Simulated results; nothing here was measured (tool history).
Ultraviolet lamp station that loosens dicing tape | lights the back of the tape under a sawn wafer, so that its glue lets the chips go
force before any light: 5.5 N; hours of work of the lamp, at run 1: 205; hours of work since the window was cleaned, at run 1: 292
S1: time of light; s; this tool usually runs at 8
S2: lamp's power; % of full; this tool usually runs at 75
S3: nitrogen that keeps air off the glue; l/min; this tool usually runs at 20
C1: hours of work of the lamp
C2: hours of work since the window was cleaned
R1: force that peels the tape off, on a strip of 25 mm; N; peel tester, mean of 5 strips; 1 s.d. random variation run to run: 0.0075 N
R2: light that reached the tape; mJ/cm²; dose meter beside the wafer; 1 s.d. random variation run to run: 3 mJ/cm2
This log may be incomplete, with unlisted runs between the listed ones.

{"run": 1, "hour": 0.0, "S1": 8, "S2": 75, "S3": 20, "C1": 205, "C2": 292, "R1": 0.344, "R2": 400}
{"run": 2, "hour": 10.0, "S1": 8, "S2": 75, "S3": 20, "C1": 211, "C2": 298, "R1": 0.346, "R2": 400}
{"run": 3, "hour": 19.7, "S1": 8, "S2": 75, "S3": 20, "C1": 217, "C2": 304, "R1": 0.33, "R2": 396}
{"run": 4, "hour": 26.7, "S1": 8, "S2": 75, "S3": 20, "C1": 222, "C2": 309, "R1": 0.335, "R2": 395}
{"run": 5, "hour": 33.9, "S1": 8, "S2": 75, "S3": 12, "C1": 226, "C2": 313, "R1": 0.43, "R2": 391}
{"run": 6, "hour": 43.1, "S1": 8, "S2": 75, "S3": 12, "C1": 232, "C2": 319, "R1": 0.433, "R2": 391}
{"run": 7, "hour": 50.6, "S1": 8, "S2": 88, "S3": 20, "C1": 236, "C2": 324, "R1": 0.288, "R2": 460}
{"run": 8, "hour": 59.7, "S1": 8, "S2": 88, "S3": 20, "C1": 242, "C2": 329, "R1": 0.276, "R2": 462}
{"run": 9, "hour": 68.9, "S1": 13, "S2": 75, "S3": 20, "C1": 248, "C2": 335, "R1": 0.223, "R2": 633}
{"run": 10, "hour": 76.5, "S1": 8, "S2": 75, "S3": 20, "C1": 252, "C2": 340, "R1": 0.354, "R2": 389}
{"run": 11, "hour": 87.0, "S1": 8, "S2": 75, "S3": 20, "C1": 259, "C2": 346, "R1": 0.336, "R2": 387}
{"run": 12, "hour": 93.7, "S1": 8, "S2": 75, "S3": 20, "C1": 263, "C2": 350, "R1": 0.354, "R2": 388}
{"run": 13, "hour": 98.9, "S1": 8, "S2": 75, "S3": 20, "C1": 266, "C2": 353, "R1": 0.344, "R2": 387}
{"run": 14, "hour": 105.6, "S1": 13, "S2": 75, "S3": 20, "C1": 270, "C2": 358, "R1": 0.22, "R2": 630}
{"run": 15, "hour": 111.5, "S1": 8, "S2": 63, "S3": 20, "C1": 274, "C2": 361, "R1": 0.449, "R2": 322}
{"run": 16, "hour": 119.5, "S1": 11, "S2": 63, "S3": 20, "C1": 279, "C2": 366, "R1": 0.287, "R2": 445}
{"run": 17, "hour": 124.6, "S1": 8, "S2": 75, "S3": 20, "C1": 282, "C2": 369, "R1": 0.358, "R2": 387}
{"run": 18, "hour": 130.2, "S1": 8, "S2": 75, "S3": 20, "C1": 286, "C2": 373, "R1": 0.35, "R2": 380}
{"run": 19, "hour": 137.7, "S1": 5, "S2": 75, "S3": 20, "C1": 290, "C2": 377, "R1": 0.745, "R2": 237}
{"run": 20, "hour": 145.7, "S1": 5, "S2": 75, "S3": 20, "C1": 295, "C2": 382, "R1": 0.742, "R2": 238}
{"run": 21, "hour": 155.7, "S1": 8, "S2": 75, "S3": 20, "C1": 301, "C2": 388, "R1": 0.347, "R2": 379}
{"run": 22, "hour": 161.9, "S1": 15, "S2": 75, "S3": 20, "C1": 305, "C2": 392, "R1": 0.223, "R2": 709}
{"run": 23, "hour": 172.1, "S1": 15, "S2": 75, "S3": 20, "C1": 311, "C2": 399, "R1": 0.224, "R2": 701}
{"run": 24, "hour": 178.1, "S1": 7, "S2": 83, "S3": 10, "C1": 315, "C2": 402, "R1": 0.545, "R2": 359}
{"run": 25, "hour": 184.4, "S1": 8, "S2": 75, "S3": 8, "C1": 319, "C2": 406, "R1": 0.598, "R2": 370}
{"run": 26, "hour": 192.7, "S1": 8, "S2": 75, "S3": 8, "C1": 324, "C2": 411, "R1": 0.602, "R2": 372}
{"run": 27, "hour": 200.1, "S1": 6, "S2": 69, "S3": 12, "C1": 329, "C2": 416, "R1": 0.9, "R2": 254}
{"run": 28, "hour": 208.9, "S1": 12, "S2": 75, "S3": 38, "C1": 334, "C2": 421, "R1": 0.216, "R2": 557}
{"run": 29, "hour": 213.7, "S1": 5, "S2": 76, "S3": 10, "C1": 337, "C2": 424, "R1": 1.105, "R2": 234}
{"run": 30, "hour": 224.2, "S1": 8, "S2": 89, "S3": 22, "C1": 344, "C2": 431, "R1": 0.286, "R2": 436}
{"hour": 225.2, "done": "window cleaned of glue's vapour"}
{"run": 31, "hour": 233.6, "S1": 5, "S2": 85, "S3": 10, "C1": 349, "C2": 5, "R1": 0.999, "R2": 254}
{"run": 32, "hour": 237.9, "S1": 10, "S2": 66, "S3": 19, "C1": 352, "C2": 8, "R1": 0.332, "R2": 396}
{"run": 33, "hour": 245.1, "S1": 12, "S2": 66, "S3": 19, "C1": 356, "C2": 12, "R1": 0.268, "R2": 474}
{"run": 34, "hour": 254.8, "S1": 12, "S2": 69, "S3": 36, "C1": 362, "C2": 18, "R1": 0.227, "R2": 495}
{"run": 35, "hour": 265.0, "S1": 12, "S2": 82, "S3": 19, "C1": 369, "C2": 25, "R1": 0.225, "R2": 588}
{"run": 36, "hour": 272.0, "S1": 13, "S2": 80, "S3": 14, "C1": 373, "C2": 29, "R1": 0.237, "R2": 613}
{"run": 37, "hour": 277.4, "S1": 11, "S2": 75, "S3": 18, "C1": 376, "C2": 32, "R1": 0.275, "R2": 489}
{"hour": 278.4, "done": "window cleaned of glue's vapour, once more"}
{"run": 38, "hour": 284.6, "S1": 13, "S2": 75, "S3": 20, "C1": 380, "C2": 4, "R1": 0.222, "R2": 652}
{"run": 39, "hour": 290.1, "S1": 13, "S2": 74, "S3": 23, "C1": 384, "C2": 7, "R1": 0.229, "R2": 644}
{"run": 40, "hour": 300.1, "S1": 10, "S2": 65, "S3": 20, "C1": 390, "C2": 13, "R1": 0.29, "R2": 429}
{"run": 41, "hour": 309.3, "S1": 8, "S2": 89, "S3": 40, "C1": 396, "C2": 19, "R1": 0.235, "R2": 465}
{"run": 42, "hour": 319.6, "S1": 8, "S2": 89, "S3": 40, "C1": 402, "C2": 25, "R1": 0.237, "R2": 474}
{"run": 43, "hour": 327.6, "S1": 16, "S2": 62, "S3": 26, "C1": 407, "C2": 30, "R1": 0.216, "R2": 647}

Take each entry between the runs: how does the hidden state at the last listed run before it differ from the hidden state at the first listed run after it?
Runs 30 to 31: window cleaned of glue's vapour (hour 225.2)
  lamp's light, % of a new lamp's: 88.3 -> 88.2; light that the window lets through, % of a clean one's: 90.7 -> 89
  measured value less the no-hidden-state value, R1: +0.047 -> +0.322 N; R2: -108 -> -70 mJ/cm²
Runs 37 to 38: window cleaned of glue's vapour, once more (hour 278.4)
  lamp's light, % of a new lamp's: 87.3 -> 87.1; light that the window lets through, % of a clean one's: 88.4 -> 99.6
  measured value less the no-hidden-state value, R1: +0.045 -> +0.006 N; R2: -145 -> -98 mJ/cm²
